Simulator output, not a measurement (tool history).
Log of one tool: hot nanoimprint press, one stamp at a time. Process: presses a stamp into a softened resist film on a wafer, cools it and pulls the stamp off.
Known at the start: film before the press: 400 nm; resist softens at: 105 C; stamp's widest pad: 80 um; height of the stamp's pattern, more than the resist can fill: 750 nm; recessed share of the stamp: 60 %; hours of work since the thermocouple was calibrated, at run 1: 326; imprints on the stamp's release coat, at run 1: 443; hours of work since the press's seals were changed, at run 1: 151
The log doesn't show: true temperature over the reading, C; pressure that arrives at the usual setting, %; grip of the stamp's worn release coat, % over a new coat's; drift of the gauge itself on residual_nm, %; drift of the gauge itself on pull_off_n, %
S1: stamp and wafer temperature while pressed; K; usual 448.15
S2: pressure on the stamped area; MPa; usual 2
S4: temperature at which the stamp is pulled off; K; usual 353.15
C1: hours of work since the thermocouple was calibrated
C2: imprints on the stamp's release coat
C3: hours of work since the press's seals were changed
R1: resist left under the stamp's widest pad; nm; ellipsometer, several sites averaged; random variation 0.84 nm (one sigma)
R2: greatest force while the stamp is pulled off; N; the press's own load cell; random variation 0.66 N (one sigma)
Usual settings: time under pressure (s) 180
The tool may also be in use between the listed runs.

{"run": 1, "hour": 0.0, "S1": 448.15, "S2": 2, "time under pressure (s)": 180, "S4": 353.15, "C1": 326, "C2": 443, "C3": 151, "R1": 179.9, "R2": 175.6}
{"run": 2, "hour": 3.9, "S1": 448.15, "S2": 2, "time under pressure (s)": 180, "S4": 353.15, "C1": 328, "C2": 452, "C3": 153, "R1": 179.4, "R2": 176.9}
{"run": 3, "hour": 11.6, "S1": 448.15, "S2": 2, "time under pressure (s)": 180, "S4": 353.15, "C1": 332, "C2": 471, "C3": 156, "R1": 179.2, "R2": 176.3}
{"run": 4, "hour": 17.0, "S1": 448.15, "S2": 2, "time under pressure (s)": 180, "S4": 353.15, "C1": 335, "C2": 484, "C3": 159, "R1": 178.4, "R2": 177.4}
{"run": 5, "hour": 23.3, "S1": 448.15, "S2": 1.75, "time under pressure (s)": 180, "S4": 353.15, "C1": 338, "C2": 499, "C3": 162, "R1": 190.8, "R2": 178}
{"run": 6, "hour": 31.6, "S1": 448.15, "S2": 2, "time under pressure (s)": 180, "S4": 353.15, "C1": 341, "C2": 519, "C3": 166, "R1": 179.4, "R2": 177.2}
{"hour": 39.0, "done": "stamp cleaned and given a new release coat"}
{"run": 7, "hour": 46.2, "S1": 448.15, "S2": 1.36, "time under pressure (s)": 180, "S4": 353.15, "C1": 346, "C2": 17, "C3": 170, "R1": 211.8, "R2": 177.6}
{"run": 8, "hour": 52.8, "S1": 448.15, "S2": 1.36, "time under pressure (s)": 180, "S4": 353.15, "C1": 349, "C2": 33, "C3": 173, "R1": 211.2, "R2": 177.4}
{"run": 9, "hour": 59.7, "S1": 448.15, "S2": 1.36, "time under pressure (s)": 180, "S4": 353.15, "C1": 352, "C2": 50, "C3": 176, "R1": 211.8, "R2": 178.6}
{"run": 10, "hour": 66.8, "S1": 448.15, "S2": 1.36, "time under pressure (s)": 180, "S4": 353.15, "C1": 355, "C2": 67, "C3": 180, "R1": 211.9, "R2": 178.8}
{"run": 11, "hour": 76.1, "S1": 448.15, "S2": 1.36, "time under pressure (s)": 180, "S4": 353.15, "C1": 360, "C2": 90, "C3": 184, "R1": 213.9, "R2": 179.7}
{"run": 12, "hour": 83.0, "S1": 448.15, "S2": 2, "time under pressure (s)": 180, "S4": 360.15, "C1": 363, "C2": 107, "C3": 188, "R1": 179.6, "R2": 166.5}
{"run": 13, "hour": 87.7, "S1": 448.15, "S2": 2, "time under pressure (s)": 180, "S4": 345.15, "C1": 365, "C2": 118, "C3": 190, "R1": 180.5, "R2": 192}
{"run": 14, "hour": 92.8, "S1": 448.15, "S2": 2, "time under pressure (s)": 142, "S4": 353.15, "C1": 368, "C2": 130, "C3": 192, "R1": 194.7, "R2": 179.2}
{"run": 15, "hour": 97.6, "S1": 448.15, "S2": 1.51, "time under pressure (s)": 180, "S4": 353.15, "C1": 370, "C2": 142, "C3": 194, "R1": 203.8, "R2": 179.9}
{"run": 16, "hour": 104.1, "S1": 448.15, "S2": 1.51, "time under pressure (s)": 180, "S4": 353.15, "C1": 373, "C2": 158, "C3": 198, "R1": 203.2, "R2": 178.1}
{"run": 17, "hour": 111.0, "S1": 442.15, "S2": 1.51, "time under pressure (s)": 117, "S4": 355.15, "C1": 376, "C2": 175, "C3": 201, "R1": 293.3, "R2": 176.1}
{"hour": 119.0, "done": "plate thermocouple calibrated"}
{"run": 18, "hour": 119.7, "S1": 442.15, "S2": 1.51, "time under pressure (s)": 117, "S4": 355.15, "C1": 0, "C2": 188, "C3": 204, "R1": 292.9, "R2": 177.3}
{"run": 19, "hour": 125.7, "S1": 457.15, "S2": 1.77, "time under pressure (s)": 91, "S4": 353.15, "C1": 3, "C2": 203, "C3": 206, "R1": 160.4, "R2": 180.4}
{"run": 20, "hour": 131.9, "S1": 454.15, "S2": 1.32, "time under pressure (s)": 254, "S4": 353.15, "C1": 6, "C2": 218, "C3": 209, "R1": 141.4, "R2": 180.2}
{"run": 21, "hour": 137.4, "S1": 454.15, "S2": 1.32, "time under pressure (s)": 254, "S4": 353.15, "C1": 9, "C2": 231, "C3": 212, "R1": 140.3, "R2": 180.2}
{"run": 22, "hour": 143.1, "S1": 448.15, "S2": 2.57, "time under pressure (s)": 180, "S4": 353.15, "C1": 11, "C2": 245, "C3": 215, "R1": 161.4, "R2": 179.8}
{"run": 23, "hour": 149.3, "S1": 448.15, "S2": 2.57, "time under pressure (s)": 325, "S4": 339.15, "C1": 14, "C2": 260, "C3": 218, "R1": 125.1, "R2": 203.4}
{"run": 24, "hour": 157.1, "S1": 448.15, "S2": 2.57, "time under pressure (s)": 325, "S4": 339.15, "C1": 18, "C2": 279, "C3": 221, "R1": 124.9, "R2": 204.5}
{"run": 25, "hour": 161.6, "S1": 448.15, "S2": 2.57, "time under pressure (s)": 325, "S4": 339.15, "C1": 20, "C2": 290, "C3": 223, "R1": 126.8, "R2": 206.3}
{"run": 26, "hour": 169.1, "S1": 448.15, "S2": 2.67, "time under pressure (s)": 181, "S4": 339.15, "C1": 24, "C2": 308, "C3": 227, "R1": 155.9, "R2": 204.4}
{"hour": 175.7, "done": "gauge calibrated"}
{"run": 27, "hour": 175.7, "S1": 441.15, "S2": 2.11, "time under pressure (s)": 181, "S4": 355.15, "C1": 27, "C2": 324, "C3": 230, "R1": 245.5, "R2": 174.5}
{"run": 28, "hour": 182.2, "S1": 448.15, "S2": 2.89, "time under pressure (s)": 320, "S4": 352.15, "C1": 30, "C2": 340, "C3": 233, "R1": 119.5, "R2": 179.2}
{"run": 29, "hour": 186.2, "S1": 448.15, "S2": 2.89, "time under pressure (s)": 320, "S4": 352.15, "C1": 32, "C2": 350, "C3": 235, "R1": 119.7, "R2": 179.6}
{"run": 30, "hour": 192.0, "S1": 448.15, "S2": 2.08, "time under pressure (s)": 244, "S4": 352.15, "C1": 35, "C2": 364, "C3": 238, "R1": 156, "R2": 178.7}

Hidden state at the last listed run before each entry between runs and at the first one after, where it differs:
Between runs 6 and 7: stamp cleaned and given a new release coat (hour 39)
  grip of the stamp's worn release coat, % over a new coat's: 0.1 -> 0; drift of the gauge itself on pull_off_n, %: 0.45 -> 0.58
  measured less the result without the state, R2: +0.9 -> +1.1 N
Between runs 17 and 18: plate thermocouple calibrated (hour 119)
  true temperature over the reading, C: -0.01 -> 0; pressure that arrives at the usual setting, %: 99.99 -> 99.98; drift of the gauge itself on pull_off_n, %: 1.51 -> 1.59
  measured less the result without the state, R2: +2.6 -> +2.8 N
Between runs 26 and 27: gauge calibrated (hour 175.7)
  drift of the gauge itself on pull_off_n, %: 2.31 -> 0
  measured less the result without the state, R2: +4.7 -> +0 N
